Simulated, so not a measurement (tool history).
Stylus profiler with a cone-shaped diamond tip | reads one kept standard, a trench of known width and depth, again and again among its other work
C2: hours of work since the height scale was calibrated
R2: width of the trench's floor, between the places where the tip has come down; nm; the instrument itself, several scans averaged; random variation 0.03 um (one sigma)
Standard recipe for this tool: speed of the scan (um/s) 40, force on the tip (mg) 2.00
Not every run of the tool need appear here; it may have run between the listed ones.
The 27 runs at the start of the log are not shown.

run 28 hour=837.1 | speed_of_the_scan_(um/s)=84 force_on_the_tip_(mg)=5.75 | scans_with_this_tip=1691 C2=115 | depth_of_the_trench_(nm)=507.82 R2=46820
run 29 hour=857.5 | speed_of_the_scan_(um/s)=14 force_on_the_tip_(mg)=4.94 | scans_with_this_tip=1839 C2=125 | depth_of_the_trench_(nm)=506.94 R2=46980
run 30 hour=892.5 | speed_of_the_scan_(um/s)=40 force_on_the_tip_(mg)=1.65 | scans_with_this_tip=2092 C2=142 | depth_of_the_trench_(nm)=503.06 R2=46730
run 31 hour=929.9 | speed_of_the_scan_(um/s)=60 force_on_the_tip_(mg)=1.29 | scans_with_this_tip=2363 C2=161 | depth_of_the_trench_(nm)=502.77 R2=46580
run 32 hour=952.2 | speed_of_the_scan_(um/s)=37 force_on_the_tip_(mg)=3.23 | scans_with_this_tip=2525 C2=172 | depth_of_the_trench_(nm)=505.28 R2=46750
run 33 hour=981.9 | speed_of_the_scan_(um/s)=51 force_on_the_tip_(mg)=1.89 | scans_with_this_tip=2740 C2=186 | depth_of_the_trench_(nm)=503.67 R2=46640
run 34 hour=1014.4 | speed_of_the_scan_(um/s)=14 force_on_the_tip_(mg)=4.07 | scans_with_this_tip=2976 C2=202 | depth_of_the_trench_(nm)=505.99 R2=46820
run 35 hour=1049.4 | speed_of_the_scan_(um/s)=45 force_on_the_tip_(mg)=3.40 | scans_with_this_tip=3230 C2=219 | depth_of_the_trench_(nm)=505.58 R2=46770
run 36 hour=1083.7 | speed_of_the_scan_(um/s)=23 force_on_the_tip_(mg)=2.00 | scans_with_this_tip=3478 C2=236 | depth_of_the_trench_(nm)=503.67 R2=46760
run 37 hour=1112.9 | speed_of_the_scan_(um/s)=26 force_on_the_tip_(mg)=2.00 | scans_with_this_tip=3690 C2=251 | depth_of_the_trench_(nm)=503.77 R2=46680
run 38 hour=1140.1 | speed_of_the_scan_(um/s)=97 force_on_the_tip_(mg)=1.17 | scans_with_this_tip=3887 C2=264 | depth_of_the_trench_(nm)=502.64 R2=46110

Below are 4 alternative next runs, each starting from the tool's condition after run 38. Predict each:
run A hour=1173.2 | speed_of_the_scan_(um/s)=152 force_on_the_tip_(mg)=0.83 | scans_with_this_tip=4127 C2=280 | depth_of_the_trench_(nm)=? R2=?
run B hour=1173.2 | speed_of_the_scan_(um/s)=97 force_on_the_tip_(mg)=1.75 | scans_with_this_tip=4127 C2=280 | depth_of_the_trench_(nm)=? R2=?
run C hour=1173.2 | speed_of_the_scan_(um/s)=40 force_on_the_tip_(mg)=1.99 | scans_with_this_tip=4127 C2=280 | depth_of_the_trench_(nm)=? R2=?
run D hour=1173.2 | speed_of_the_scan_(um/s)=53 force_on_the_tip_(mg)=2.87 | scans_with_this_tip=4127 C2=280 | depth_of_the_trench_(nm)=? R2=?

run=A depth_of_the_trench_(nm)=502.22 R2=45410
run=B depth_of_the_trench_(nm)=503.55 R2=46260
run=C depth_of_the_trench_(nm)=503.78 R2=46500
run=D depth_of_the_trench_(nm)=504.86 R2=46520
Had the tool no hidden state, the same runs would have come out as:
run=A depth_of_the_trench_(nm)=502.31 R2=45980
run=B depth_of_the_trench_(nm)=503.63 R2=46830
run=C depth_of_the_trench_(nm)=503.86 R2=47070
run=D depth_of_the_trench_(nm)=504.95 R2=47090
